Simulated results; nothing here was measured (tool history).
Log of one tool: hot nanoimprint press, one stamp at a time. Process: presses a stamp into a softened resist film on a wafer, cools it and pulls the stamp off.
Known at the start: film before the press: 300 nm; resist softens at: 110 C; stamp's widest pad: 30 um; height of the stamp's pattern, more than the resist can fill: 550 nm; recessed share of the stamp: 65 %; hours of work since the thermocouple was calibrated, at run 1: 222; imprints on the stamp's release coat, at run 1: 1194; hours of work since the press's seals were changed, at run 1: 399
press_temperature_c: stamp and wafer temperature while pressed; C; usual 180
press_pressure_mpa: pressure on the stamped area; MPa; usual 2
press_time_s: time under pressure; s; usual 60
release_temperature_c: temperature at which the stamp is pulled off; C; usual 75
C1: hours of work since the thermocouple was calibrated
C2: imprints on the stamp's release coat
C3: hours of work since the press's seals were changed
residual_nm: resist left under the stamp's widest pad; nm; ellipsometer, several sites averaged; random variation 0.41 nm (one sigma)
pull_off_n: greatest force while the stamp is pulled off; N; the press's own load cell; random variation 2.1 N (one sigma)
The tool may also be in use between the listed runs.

{"run": 1, "hour": 0.0, "press_temperature_c": 180, "press_pressure_mpa": 2, "press_time_s": 60, "release_temperature_c": 75, "C1": 222, "C2": 1194, "C3": 399, "residual_nm": 160.2, "pull_off_n": 92}
{"run": 2, "hour": 56.4, "press_temperature_c": 180, "press_pressure_mpa": 2, "press_time_s": 60, "release_temperature_c": 75, "C1": 247, "C2": 1381, "C3": 424, "residual_nm": 160.6, "pull_off_n": 89}
{"run": 3, "hour": 132.4, "press_temperature_c": 180, "press_pressure_mpa": 2, "press_time_s": 60, "release_temperature_c": 67, "C1": 281, "C2": 1634, "C3": 458, "residual_nm": 160.6, "pull_off_n": 100}
{"run": 4, "hour": 181.3, "press_temperature_c": 180, "press_pressure_mpa": 2, "press_time_s": 60, "release_temperature_c": 67, "C1": 303, "C2": 1796, "C3": 480, "residual_nm": 161.5, "pull_off_n": 97}
{"run": 5, "hour": 233.6, "press_temperature_c": 180, "press_pressure_mpa": 2, "press_time_s": 60, "release_temperature_c": 67, "C1": 327, "C2": 1970, "C3": 504, "residual_nm": 161.2, "pull_off_n": 98}
{"hour": 267.0, "done": "stamp cleaned and given a new release coat"}
{"run": 6, "hour": 276.0, "press_temperature_c": 180, "press_pressure_mpa": 2, "press_time_s": 60, "release_temperature_c": 67, "C1": 343, "C2": 30, "C3": 520, "residual_nm": 160.8, "pull_off_n": 94}
{"run": 7, "hour": 330.8, "press_temperature_c": 180, "press_pressure_mpa": 2, "press_time_s": 60, "release_temperature_c": 67, "C1": 368, "C2": 212, "C3": 545, "residual_nm": 161.2, "pull_off_n": 99}
{"run": 8, "hour": 387.4, "press_temperature_c": 180, "press_pressure_mpa": 2, "press_time_s": 60, "release_temperature_c": 67, "C1": 394, "C2": 400, "C3": 570, "residual_nm": 161.5, "pull_off_n": 99}
{"hour": 417.8, "done": "plate thermocouple calibrated"}
{"run": 9, "hour": 436.6, "press_temperature_c": 180, "press_pressure_mpa": 2, "press_time_s": 60, "release_temperature_c": 67, "C1": 8, "C2": 554, "C3": 591, "residual_nm": 161, "pull_off_n": 94}
{"run": 10, "hour": 477.5, "press_temperature_c": 180, "press_pressure_mpa": 2, "press_time_s": 60, "release_temperature_c": 67, "C1": 27, "C2": 690, "C3": 610, "residual_nm": 161, "pull_off_n": 96}
{"hour": 527.3, "done": "press's hydraulic seals changed and the load cell set to zero"}
{"run": 11, "hour": 556.8, "press_temperature_c": 180, "press_pressure_mpa": 2, "press_time_s": 60, "release_temperature_c": 67, "C1": 59, "C2": 927, "C3": 13, "residual_nm": 161.3, "pull_off_n": 96}
{"run": 12, "hour": 597.3, "press_temperature_c": 180, "press_pressure_mpa": 2, "press_time_s": 60, "release_temperature_c": 61, "C1": 77, "C2": 1061, "C3": 32, "residual_nm": 161.1, "pull_off_n": 98}
{"run": 13, "hour": 667.9, "press_temperature_c": 180, "press_pressure_mpa": 2, "press_time_s": 60, "release_temperature_c": 61, "C1": 109, "C2": 1296, "C3": 63, "residual_nm": 160.8, "pull_off_n": 102}
{"run": 14, "hour": 727.4, "press_temperature_c": 180, "press_pressure_mpa": 2, "press_time_s": 60, "release_temperature_c": 61, "C1": 136, "C2": 1494, "C3": 90, "residual_nm": 161.5, "pull_off_n": 97}
{"run": 15, "hour": 801.4, "press_temperature_c": 169, "press_pressure_mpa": 2, "press_time_s": 60, "release_temperature_c": 75, "C1": 169, "C2": 1740, "C3": 123, "residual_nm": 220.4, "pull_off_n": 92}
{"run": 16, "hour": 878.2, "press_temperature_c": 169, "press_pressure_mpa": 2, "press_time_s": 60, "release_temperature_c": 74, "C1": 204, "C2": 1995, "C3": 158, "residual_nm": 218.9, "pull_off_n": 95}
{"hour": 903.7, "done": "stamp cleaned and given a new release coat"}
{"run": 17, "hour": 924.4, "press_temperature_c": 180, "press_pressure_mpa": 2.07, "press_time_s": 42, "release_temperature_c": 76, "C1": 222, "C2": 69, "C3": 176, "residual_nm": 177.4, "pull_off_n": 89}
{"run": 18, "hour": 962.8, "press_temperature_c": 177, "press_pressure_mpa": 2.07, "press_time_s": 42, "release_temperature_c": 81, "C1": 239, "C2": 196, "C3": 193, "residual_nm": 192.6, "pull_off_n": 89}
{"run": 19, "hour": 1026.7, "press_temperature_c": 180, "press_pressure_mpa": 2, "press_time_s": 60, "release_temperature_c": 72, "C1": 268, "C2": 409, "C3": 222, "residual_nm": 161.5, "pull_off_n": 93}
{"run": 20, "hour": 1084.8, "press_temperature_c": 180, "press_pressure_mpa": 2, "press_time_s": 40, "release_temperature_c": 69, "C1": 294, "C2": 602, "C3": 248, "residual_nm": 182.3, "pull_off_n": 95}
{"run": 21, "hour": 1135.4, "press_temperature_c": 180, "press_pressure_mpa": 2, "press_time_s": 60, "release_temperature_c": 66, "C1": 317, "C2": 770, "C3": 271, "residual_nm": 160.7, "pull_off_n": 101}
{"run": 22, "hour": 1169.1, "press_temperature_c": 186, "press_pressure_mpa": 2.22, "press_time_s": 60, "release_temperature_c": 75, "C1": 332, "C2": 882, "C3": 286, "residual_nm": 127.5, "pull_off_n": 90}
{"run": 23, "hour": 1231.3, "press_temperature_c": 185, "press_pressure_mpa": 2, "press_time_s": 60, "release_temperature_c": 75, "C1": 360, "C2": 1089, "C3": 314, "residual_nm": 138, "pull_off_n": 96}
{"run": 24, "hour": 1297.1, "press_temperature_c": 180, "press_pressure_mpa": 2.42, "press_time_s": 67, "release_temperature_c": 78, "C1": 390, "C2": 1308, "C3": 344, "residual_nm": 142, "pull_off_n": 87}
{"hour": 1335.5, "done": "plate thermocouple calibrated"}
{"run": 25, "hour": 1352.2, "press_temperature_c": 180, "press_pressure_mpa": 2.42, "press_time_s": 67, "release_temperature_c": 78, "C1": 8, "C2": 1481, "C3": 367, "residual_nm": 141.5, "pull_off_n": 90}
{"run": 26, "hour": 1419.0, "press_temperature_c": 180, "press_pressure_mpa": 2.42, "press_time_s": 67, "release_temperature_c": 78, "C1": 38, "C2": 1703, "C3": 398, "residual_nm": 141.3, "pull_off_n": 92}
{"run": 27, "hour": 1490.9, "press_temperature_c": 189, "press_pressure_mpa": 1.38, "press_time_s": 101, "release_temperature_c": 75, "C1": 70, "C2": 1942, "C3": 430, "residual_nm": 123.8, "pull_off_n": 90}
{"hour": 1533.9, "done": "stamp cleaned and given a new release coat"}
{"run": 28, "hour": 1557.2, "press_temperature_c": 169, "press_pressure_mpa": 2.81, "press_time_s": 106, "release_temperature_c": 80, "C1": 97, "C2": 77, "C3": 457, "residual_nm": 165.3, "pull_off_n": 89}
{"run": 29, "hour": 1611.6, "press_temperature_c": 173, "press_pressure_mpa": 2.27, "press_time_s": 55, "release_temperature_c": 75, "C1": 122, "C2": 258, "C3": 482, "residual_nm": 192.7, "pull_off_n": 92}

Forecast each of these 5 alternatives for the next run:
{"run": "A", "hour": 1680.7, "press_temperature_c": 190, "press_pressure_mpa": 1.99, "press_time_s": 55, "release_temperature_c": 75, "C1": 153, "C2": 488, "C3": 513, "residual_nm": "?", "pull_off_n": "?"}
{"run": "B", "hour": 1680.7, "press_temperature_c": 185, "press_pressure_mpa": 2, "press_time_s": 39, "release_temperature_c": 80, "C1": 153, "C2": 488, "C3": 513, "residual_nm": "?", "pull_off_n": "?"}
{"run": "C", "hour": 1680.7, "press_temperature_c": 180, "press_pressure_mpa": 2, "press_time_s": 60, "release_temperature_c": 61, "C1": 153, "C2": 488, "C3": 513, "residual_nm": "?", "pull_off_n": "?"}
{"run": "D", "hour": 1680.7, "press_temperature_c": 171, "press_pressure_mpa": 2.27, "press_time_s": 109, "release_temperature_c": 71, "C1": 153, "C2": 488, "C3": 513, "residual_nm": "?", "pull_off_n": "?"}
{"run": "E", "hour": 1680.7, "press_temperature_c": 173, "press_pressure_mpa": 2.27, "press_time_s": 49, "release_temperature_c": 75, "C1": 153, "C2": 488, "C3": 513, "residual_nm": "?", "pull_off_n": "?"}

run=A residual_nm=123.5 pull_off_n=92
run=B residual_nm=159.9 pull_off_n=86
run=C residual_nm=161.5 pull_off_n=104
run=D residual_nm=168.3 pull_off_n=95
run=E residual_nm=199.3 pull_off_n=93
Without the tool's hidden state the same runs would have given:
run=A residual_nm=123.5 pull_off_n=92
run=B residual_nm=159.9 pull_off_n=86
run=C residual_nm=161.5 pull_off_n=104
run=D residual_nm=168.3 pull_off_n=95
run=E residual_nm=199.3 pull_off_n=93
